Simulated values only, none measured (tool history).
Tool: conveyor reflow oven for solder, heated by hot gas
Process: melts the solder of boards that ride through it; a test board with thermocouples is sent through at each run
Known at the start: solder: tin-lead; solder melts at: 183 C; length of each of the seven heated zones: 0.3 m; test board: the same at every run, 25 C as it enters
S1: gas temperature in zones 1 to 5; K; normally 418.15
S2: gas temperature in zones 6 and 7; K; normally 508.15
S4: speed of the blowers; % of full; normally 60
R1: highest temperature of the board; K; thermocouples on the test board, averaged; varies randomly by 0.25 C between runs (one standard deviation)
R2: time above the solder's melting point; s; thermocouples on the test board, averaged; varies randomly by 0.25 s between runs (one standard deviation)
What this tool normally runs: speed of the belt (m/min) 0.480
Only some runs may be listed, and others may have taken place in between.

run 1 hour=0.0 | S1=418.15 S2=508.15 speed_of_the_belt_(m/min)=0.480 S4=60 | R1=483.45 R2=50.6
run 2 hour=83.9 | S1=418.15 S2=508.15 speed_of_the_belt_(m/min)=0.480 S4=60 | R1=483.05 R2=49.7
-- hour=119.4 flux residue cleaned out of gas plates and filters
run 3 hour=130.7 | S1=418.15 S2=508.15 speed_of_the_belt_(m/min)=0.480 S4=60 | R1=484.45 R2=52.7
run 4 hour=192.3 | S1=418.15 S2=508.15 speed_of_the_belt_(m/min)=0.480 S4=60 | R1=484.15 R2=51.9
run 5 hour=265.7 | S1=418.15 S2=508.15 speed_of_the_belt_(m/min)=0.510 S4=60 | R1=481.35 R2=45.6
run 6 hour=314.1 | S1=418.15 S2=522.15 speed_of_the_belt_(m/min)=0.480 S4=60 | R1=494.65 R2=60.7
-- hour=360.7 thermocouples of zones 6 and 7 changed
run 7 hour=412.3 | S1=418.15 S2=517.15 speed_of_the_belt_(m/min)=0.480 S4=60 | R1=491.05 R2=57.4
-- hour=460.5 flux residue cleaned out of gas plates and filters
run 8 hour=464.7 | S1=418.15 S2=517.15 speed_of_the_belt_(m/min)=0.574 S4=60 | R1=484.55 R2=42.9
run 9 hour=547.1 | S1=418.15 S2=517.15 speed_of_the_belt_(m/min)=0.574 S4=60 | R1=484.15 R2=42.1
run 10 hour=642.5 | S1=418.15 S2=508.15 speed_of_the_belt_(m/min)=0.502 S4=60 | R1=482.55 R2=47.1
run 11 hour=685.9 | S1=422.15 S2=508.15 speed_of_the_belt_(m/min)=0.480 S4=60 | R1=484.35 R2=54.2
run 12 hour=735.5 | S1=418.15 S2=508.15 speed_of_the_belt_(m/min)=0.480 S4=60 | R1=483.45 R2=51.2
-- hour=807.2 flux residue cleaned out of gas plates and filters
run 13 hour=818.6 | S1=418.15 S2=508.15 speed_of_the_belt_(m/min)=0.480 S4=60 | R1=485.15 R2=52.7
run 14 hour=863.6 | S1=418.15 S2=508.15 speed_of_the_belt_(m/min)=0.480 S4=60 | R1=484.35 R2=52.5
run 15 hour=938.8 | S1=421.15 S2=497.15 speed_of_the_belt_(m/min)=0.480 S4=55 | R1=474.05 R2=41.2
run 16 hour=1027.3 | S1=421.15 S2=497.15 speed_of_the_belt_(m/min)=0.382 S4=87 | R1=487.55 R2=75.9
run 17 hour=1087.2 | S1=418.15 S2=521.15 speed_of_the_belt_(m/min)=0.480 S4=60 | R1=493.55 R2=59.8
-- hour=1149.9 flux residue cleaned out of gas plates and filters
run 18 hour=1180.7 | S1=418.15 S2=505.15 speed_of_the_belt_(m/min)=0.502 S4=85 | R1=488.25 R2=54.2
run 19 hour=1253.4 | S1=418.15 S2=505.15 speed_of_the_belt_(m/min)=0.502 S4=85 | R1=487.15 R2=54.3
run 20 hour=1340.7 | S1=418.15 S2=508.15 speed_of_the_belt_(m/min)=0.529 S4=60 | R1=479.85 R2=42.4
run 21 hour=1389.9 | S1=424.15 S2=503.15 speed_of_the_belt_(m/min)=0.554 S4=60 | R1=475.75 R2=37.9
run 22 hour=1477.5 | S1=405.15 S2=508.15 speed_of_the_belt_(m/min)=0.424 S4=86 | R1=491.85 R2=63.7
-- hour=1490.8 flux residue cleaned out of gas plates and filters
run 23 hour=1561.3 | S1=405.15 S2=508.15 speed_of_the_belt_(m/min)=0.510 S4=54 | R1=475.55 R2=34.7
run 24 hour=1658.7 | S1=424.15 S2=508.15 speed_of_the_belt_(m/min)=0.510 S4=65 | R1=484.55 R2=52.5
run 25 hour=1750.0 | S1=424.15 S2=505.15 speed_of_the_belt_(m/min)=0.399 S4=78 | R1=492.25 R2=76.8
-- hour=1833.1 flux residue cleaned out of gas plates and filters
run 26 hour=1844.6 | S1=430.15 S2=508.15 speed_of_the_belt_(m/min)=0.480 S4=60 | R1=486.85 R2=60.7

4 ways to go on from here, each from the tool as it stands after run 26. What would each give?
-- hour=1893.2 belt drive overhauled, speed set with a stopwatch
run A hour=1903.6 | S1=421.15 S2=514.15 speed_of_the_belt_(m/min)=0.480 S4=60 | R1=? R2=?
-- hour=1893.2 belt drive overhauled, speed set with a stopwatch
run B hour=1903.6 | S1=418.15 S2=504.15 speed_of_the_belt_(m/min)=0.480 S4=82 | R1=? R2=?
-- hour=1893.2 belt drive overhauled, speed set with a stopwatch
run C hour=1903.6 | S1=419.15 S2=508.15 speed_of_the_belt_(m/min)=0.447 S4=67 | R1=? R2=?
-- hour=1893.2 belt drive overhauled, speed set with a stopwatch
run D hour=1903.6 | S1=430.15 S2=508.15 speed_of_the_belt_(m/min)=0.388 S4=60 | R1=? R2=?

run=A R1=488.15 R2=57.2
run=B R1=486.35 R2=55.7
run=C R1=488.45 R2=60.9
run=D R1=492.45 R2=81.2
Take away the tool's hidden state, keep each run's random variation, and the runs would have read:
run=A R1=490.75 R2=59.3
run=B R1=489.05 R2=57.9
run=C R1=491.05 R2=63.1
run=D R1=495.05 R2=83.2
